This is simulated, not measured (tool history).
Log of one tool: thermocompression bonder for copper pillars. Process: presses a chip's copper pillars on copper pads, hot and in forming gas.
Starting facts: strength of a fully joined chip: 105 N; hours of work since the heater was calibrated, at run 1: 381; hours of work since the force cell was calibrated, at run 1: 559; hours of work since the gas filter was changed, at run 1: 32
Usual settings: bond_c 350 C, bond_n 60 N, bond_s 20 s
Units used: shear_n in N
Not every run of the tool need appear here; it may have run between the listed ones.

run,hour,bond_c,bond_n,bond_s,hours of work since the heater was calibrated,hours of work since the force cell was calibrated,hours of work since the gas filter was changed,shear_n
1,0,350,60,20,381,559,32,39.3
2,10.3,350,60,20,387,564,38,39.4
3,19.3,350,60,20,391,569,43,38.1
4,28.1,350,60,20,396,574,48,38.5
5,45.6,350,60,20,406,584,57,38.3
6,54.8,350,60,20,411,589,62,38.4
7,72.1,350,56,20,420,598,72,37
8,90.6,350,60,14,430,608,82,33.3
9,99.6,320,60,20,435,613,87,30.2
10,112.1,320,60,20,442,620,94,29.6
11,127.7,320,60,20,451,628,102,28.9
12,141.7,320,60,20,458,636,110,28.5
# hour 145.3: heater calibrated with a thermocouple chip
13,157.8,320,60,20,7,644,117,28.9
14,166.7,371,81,13,12,649,122,43.7
15,183.1,340,74,40,21,658,131,49.8
16,201.8,340,74,40,31,668,142,50.5
17,214,340,37,12,38,675,148,20.6
# hour 230.2: heater calibrated with a thermocouple chip, once more
18,233.5,362,60,13,2,684,158,35.9
19,242.7,363,76,13,7,689,163,40.5
20,258.8,363,66,13,16,698,172,38.5
21,275,366,87,20,24,707,180,51

Below, some changes in shear_n between adjacent runs. For each, the amount present without the hidden state too (settings, incoming material, random variation) and the amount remaining for the hidden state with gauge scatter not shared by both compared results:
The tool's hidden condition here consists of: true temperature of the bond over the reading, C; force that reaches the chip, % of what is set; oxide that the forming gas leaves, % of the face; drift of the gauge itself on shear_n, %.
Run 16 -> 17: bond_n 74 -> 37, bond_s 40 -> 12. shear_n -29.9 N: hidden state +1.6, all else -31.5.
Run 17 -> 18: bond_c 340 -> 362, bond_n 37 -> 60, bond_s 12 -> 13, heater calibrated with a thermocouple chip, once more. shear_n +15.3 N: hidden state +0.3, all else +15.
Run 20 -> 21: bond_c 363 -> 366, bond_n 66 -> 87, bond_s 13 -> 20. shear_n +12.5 N: hidden state -0.8, all else +13.3.

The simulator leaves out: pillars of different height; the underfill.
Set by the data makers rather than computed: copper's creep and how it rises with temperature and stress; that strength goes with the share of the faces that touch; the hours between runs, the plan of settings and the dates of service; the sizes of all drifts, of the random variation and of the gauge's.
